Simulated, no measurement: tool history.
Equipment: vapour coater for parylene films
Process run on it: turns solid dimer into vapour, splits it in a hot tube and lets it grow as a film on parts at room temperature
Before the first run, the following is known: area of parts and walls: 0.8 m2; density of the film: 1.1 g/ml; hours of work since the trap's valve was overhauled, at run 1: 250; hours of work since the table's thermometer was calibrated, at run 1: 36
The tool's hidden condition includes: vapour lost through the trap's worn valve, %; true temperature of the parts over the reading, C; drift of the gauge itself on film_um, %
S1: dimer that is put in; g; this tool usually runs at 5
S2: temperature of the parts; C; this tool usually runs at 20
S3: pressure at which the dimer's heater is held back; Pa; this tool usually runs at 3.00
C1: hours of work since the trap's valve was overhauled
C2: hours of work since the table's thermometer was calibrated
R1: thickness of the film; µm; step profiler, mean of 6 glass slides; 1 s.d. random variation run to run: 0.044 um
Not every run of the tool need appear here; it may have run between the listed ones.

run   hour  S1  S2    S3   C1   C2    R1
  1    0.0   5  20  3.00  250   36  4.60
  2   23.7   5  20  3.00  266   52  4.61
  3   46.1   5  30  3.00  282   68  3.13
  4   73.4   5  30  3.00  300   87  3.09
  5  104.6   5  30  3.00  322  108  3.17
  6  129.9   5  13  3.00  339  125  5.13
  7  144.0   5  13  3.26  349  135  5.18
  8  169.8   6  13  3.84  367  153  6.19
  9  193.3   7  16  2.79  383  169  7.18
 10  219.1   7  16  2.79  401  187  7.17
 11  240.3   4  21  2.57  415  201  3.55
 12  270.0   4  20  3.00  436  222  3.58
 13  290.8   4  20  3.00  450  236  3.57

Measured minus without-hidden-state, run by run (identical run-to-run variation in each term; gauge scatter may differ):
run     R1
  1  -0.27
  2  -0.29
  3  -0.20
  4  -0.22
  5  -0.23
  6  -0.42
  7  -0.44
  8  -0.55
  9  -0.67
 10  -0.70
 11  -0.33
 12  -0.35
 13  -0.35

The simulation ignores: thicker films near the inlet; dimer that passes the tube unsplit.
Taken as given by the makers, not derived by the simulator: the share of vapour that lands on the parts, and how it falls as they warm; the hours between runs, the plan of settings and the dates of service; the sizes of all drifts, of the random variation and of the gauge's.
